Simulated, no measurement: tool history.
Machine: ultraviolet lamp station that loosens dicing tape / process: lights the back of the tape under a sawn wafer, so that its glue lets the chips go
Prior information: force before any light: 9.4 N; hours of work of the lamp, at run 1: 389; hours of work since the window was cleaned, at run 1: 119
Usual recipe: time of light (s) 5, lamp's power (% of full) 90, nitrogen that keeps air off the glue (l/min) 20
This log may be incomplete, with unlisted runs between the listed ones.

| run | hour | time of light (s) | lamp's power (% of full) | nitrogen that keeps air off the glue (l/min) | hours of work of the lamp | hours of work since the window was cleaned | force that peels the tape off (N) | light that reached the tape (J/m2) |
|---|---|---|---|---|---|---|---|---|
| 1 | 0 | 5 | 90 | 20 | 389 | 119 | 0.827 | 2830 |
| 2 | 11.5 | 3 | 90 | 20 | 396 | 126 | 1.923 | 1740 |
| 3 | 25.8 | 5 | 89 | 20 | 406 | 135 | 0.801 | 2850 |
| 4 | 43.4 | 5 | 89 | 20 | 417 | 147 | 0.853 | 2780 |
| 5 | 60.6 | 5 | 89 | 20 | 428 | 158 | 0.82 | 2800 |
| 6 | 73.4 | 5 | 89 | 20 | 436 | 166 | 0.824 | 2780 |
| 7 | 92.9 | 5 | 89 | 20 | 449 | 179 | 0.877 | 2720 |
| 8 | 115.6 | 5 | 89 | 20 | 464 | 194 | 0.834 | 2780 |
| 9 | 141.8 | 5 | 89 | 20 | 481 | 211 | 0.857 | 2690 |
| 10 | 160.8 | 5 | 90 | 20 | 493 | 223 | 0.858 | 2710 |
| 11 | 184.7 | 5 | 90 | 20 | 509 | 239 | 0.932 | 2670 |
| 12 | 207.6 | 5 | 90 | 20 | 523 | 253 | 0.895 | 2660 |
| 13 | 228.4 | 5 | 90 | 20 | 537 | 267 | 0.906 | 2650 |
|  | 231.1 | window cleaned of glue's vapour |
| 14 | 247.5 | 5 | 90 | 20 | 549 | 11 | 0.958 | 2570 |
| 15 | 271.6 | 5 | 90 | 20 | 565 | 26 | 0.978 | 2550 |
| 16 | 290 | 5 | 90 | 20 | 577 | 38 | 1.022 | 2580 |
| 17 | 311.6 | 5 | 90 | 20 | 591 | 52 | 0.994 | 2530 |
| 18 | 322.6 | 5 | 72 | 20 | 598 | 59 | 1.536 | 2020 |
| 19 | 333.4 | 5 | 90 | 20 | 605 | 66 | 1.055 | 2490 |
| 20 | 348.2 | 5 | 90 | 20 | 614 | 76 | 1.064 | 2500 |
|  | 357.4 | window cleaned of glue's vapour, once more |
| 21 | 372.7 | 5 | 90 | 20 | 630 | 10 | 0.892 | 2680 |
| 22 | 383.3 | 5 | 90 | 20 | 637 | 17 | 0.856 | 2690 |
| 23 | 409.1 | 5 | 90 | 20 | 653 | 34 | 0.924 | 2690 |
| 24 | 424.4 | 5 | 90 | 20 | 663 | 43 | 0.891 | 2570 |
| 25 | 438.1 | 3 | 71 | 23 | 672 | 52 | 2.785 | 1250 |
| 26 | 455 | 6 | 61 | 11 | 683 | 63 | 1.83 | 2140 |
| 27 | 480.2 | 6 | 61 | 11 | 700 | 80 | 1.829 | 2110 |
| 28 | 492 | 10 | 90 | 11 | 707 | 87 | 0.379 | 5210 |
| 29 | 504.4 | 8 | 90 | 24 | 715 | 95 | 0.359 | 4180 |
| 30 | 527.9 | 5 | 86 | 16 | 730 | 111 | 1.211 | 2450 |
| 31 | 541.2 | 5 | 69 | 11 | 739 | 119 | 2.042 | 1950 |
| 32 | 555.8 | 5 | 71 | 14 | 749 | 129 | 1.825 | 2000 |
| 33 | 579.2 | 6 | 90 | 14 | 764 | 144 | 0.885 | 3000 |
| 34 | 596.2 | 4 | 74 | 13 | 775 | 155 | 2.47 | 1650 |
| 35 | 621.3 | 5 | 78 | 20 | 791 | 171 | 1.374 | 2140 |
| 36 | 636.2 | 5 | 78 | 20 | 801 | 181 | 1.399 | 2130 |

For run 37, what comes out?
| 37 | 662.4 | 5 | 78 | 20 | 818 | 198 | ? | ? |

force that peels the tape off (N): 1.411
light that reached the tape (J/m2): 2110
Had the tool carried no hidden state, the very same run would have given force that peels the tape off (N) 0.769, light that reached the tape (J/m2) 2930.

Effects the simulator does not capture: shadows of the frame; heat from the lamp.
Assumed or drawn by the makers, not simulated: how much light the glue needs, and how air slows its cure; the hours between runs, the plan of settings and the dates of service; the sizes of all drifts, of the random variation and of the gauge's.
